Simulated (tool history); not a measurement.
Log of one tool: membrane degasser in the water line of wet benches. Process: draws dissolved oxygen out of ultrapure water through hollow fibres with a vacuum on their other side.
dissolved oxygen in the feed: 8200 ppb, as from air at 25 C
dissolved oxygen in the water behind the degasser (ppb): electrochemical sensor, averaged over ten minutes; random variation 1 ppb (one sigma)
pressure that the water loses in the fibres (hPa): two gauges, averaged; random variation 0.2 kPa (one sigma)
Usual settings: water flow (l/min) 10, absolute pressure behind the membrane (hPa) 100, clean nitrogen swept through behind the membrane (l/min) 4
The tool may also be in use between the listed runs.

run,hour,water flow (l/min),absolute pressure behind the membrane (hPa),clean nitrogen swept through behind the membrane (l/min),dissolved oxygen in the water behind the degasser (ppb),pressure that the water loses in the fibres (hPa)
1,0,10,100,4,100.3,434.3
2,147,10,100,4,98,439.7
3,288.2,10,100,4,97.7,439.2
4,427.3,10,100,4,99.1,435.2
5,560.4,10,100,4,97.1,438.2
6,699.3,10,100,4,99.1,436
7,827.4,10,100,4,97.1,438.4
8,926,10,100,1.9,143.7,436.7
9,1039.1,10,100,1.9,144.5,441
10,1134.4,10,100,1.9,142.8,435.8
11,1243.9,10,100,1.9,141.3,435
12,1403.5,8,100,4,69.4,350.5
13,1484.5,8,100,4,68.3,348
14,1555.8,8,100,4,68.7,350
15,1697.4,8,100,4,69.5,351.2
16,1836.7,8,100,4,69.8,349.2
17,1996.7,9,77,2.93,80.1,395.9
18,2090.9,9,77,2.93,78.3,392.6
19,2177.6,10,81,5.9,78,435.2
20,2305.2,10,81,5.9,77.8,436.6
21,2451.9,15,113,5.9,172.9,655.7
22,2554.4,9,132,2.92,121,394.1
23,2691.4,9,132,2.92,122.1,393.4
# hour 2777.4: vacuum gauge calibrated
24,2806.2,9,132,2.92,119.5,392.8
25,2977.6,11,86,7.65,88.8,480.1
26,3128.2,10,100,5.55,88.4,437.6
27,3229.1,9,137,11.75,66.4,393.1
28,3379.3,9,141,11.75,65.6,391.4

Forecast each of these 3 alternatives for the next run:
A,3452.2,9,129,11.75,?,?
B,3452.2,8,128,2.92,?,?
C,3452.2,7,72,1.89,?,?

run,dissolved oxygen in the water behind the degasser (ppb),pressure that the water loses in the fibres (hPa)
A,63.6,394
B,100.3,346.8
C,62.8,306.1
Without the tool's hidden state the same runs would have given:
run,dissolved oxygen in the water behind the degasser (ppb),pressure that the water loses in the fibres (hPa)
A,63.4,393.8
B,100.1,346.6
C,62.6,306
